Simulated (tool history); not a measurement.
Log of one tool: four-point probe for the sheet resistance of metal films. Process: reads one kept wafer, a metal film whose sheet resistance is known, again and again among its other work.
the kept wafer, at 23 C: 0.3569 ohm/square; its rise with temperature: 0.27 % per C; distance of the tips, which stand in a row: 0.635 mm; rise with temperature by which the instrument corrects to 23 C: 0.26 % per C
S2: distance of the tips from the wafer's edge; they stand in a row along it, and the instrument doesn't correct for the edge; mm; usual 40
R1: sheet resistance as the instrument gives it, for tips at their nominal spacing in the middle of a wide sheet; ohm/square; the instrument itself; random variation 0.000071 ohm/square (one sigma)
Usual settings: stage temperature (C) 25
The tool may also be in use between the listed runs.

run 1 hour=0.0 | stage_temperature_(C)=25 S2=40 | R1=0.352884
run 2 hour=46.5 | stage_temperature_(C)=19 S2=40 | R1=0.352562
run 3 hour=80.2 | stage_temperature_(C)=19 S2=40 | R1=0.352399
run 4 hour=107.7 | stage_temperature_(C)=19 S2=40 | R1=0.352395
run 5 hour=130.7 | stage_temperature_(C)=19 S2=40 | R1=0.352381
run 6 hour=161.1 | stage_temperature_(C)=27 S2=40 | R1=0.352599
-- hour=184.7 new probe head fitted
run 7 hour=208.7 | stage_temperature_(C)=27 S2=40 | R1=0.356736
run 8 hour=241.2 | stage_temperature_(C)=25 S2=18 | R1=0.356858
run 9 hour=287.6 | stage_temperature_(C)=26 S2=11 | R1=0.357257
run 10 hour=322.9 | stage_temperature_(C)=26 S2=48 | R1=0.356657
run 11 hour=363.9 | stage_temperature_(C)=31 S2=13 | R1=0.357194
run 12 hour=407.8 | stage_temperature_(C)=19 S2=11 | R1=0.356726
run 13 hour=443.7 | stage_temperature_(C)=19 S2=11 | R1=0.356563
run 14 hour=476.3 | stage_temperature_(C)=19 S2=11 | R1=0.356555
run 15 hour=504.7 | stage_temperature_(C)=31 S2=14 | R1=0.356856

Run 16 comes next. What will it give?
run 16 hour=531.0 | stage_temperature_(C)=29 S2=9 | R1=?

{"run 16": {"R1": 0.357198}}
Without the tool's hidden state the same run would have given R1 0.358144 ohm/square.
